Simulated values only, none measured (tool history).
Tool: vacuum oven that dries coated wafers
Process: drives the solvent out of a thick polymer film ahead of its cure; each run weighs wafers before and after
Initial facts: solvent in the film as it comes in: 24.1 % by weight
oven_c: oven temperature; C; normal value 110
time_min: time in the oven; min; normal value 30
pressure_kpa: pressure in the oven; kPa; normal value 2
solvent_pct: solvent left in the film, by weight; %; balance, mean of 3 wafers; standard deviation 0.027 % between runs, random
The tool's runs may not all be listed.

run,hour,oven_c,time_min,pressure_kpa,solvent_pct
1,0,110,30,2,6.03
2,14.4,110,35,2,5.13
3,30,110,35,2,5.06
4,48.4,110,35,2,5.03
5,68.5,110,35,2,5.1
6,89.4,110,30,2,6.03
7,110.6,103,30,2,8.62
8,130.6,110,20,2,8.77
9,152.5,110,30,2,6
10,162.2,99,30,2,10.17
11,184.2,122,30,2,2.52
12,203.3,110,40,2,4.26
13,224.7,110,40,2,4.3

What does the tool deliver on the next run?
14,245.4,110,40,2,?

Run 14 came out at solvent_pct 4.27 %.
Minus the tool's unlogged condition, the same run would have read solvent_pct 4.27 %.
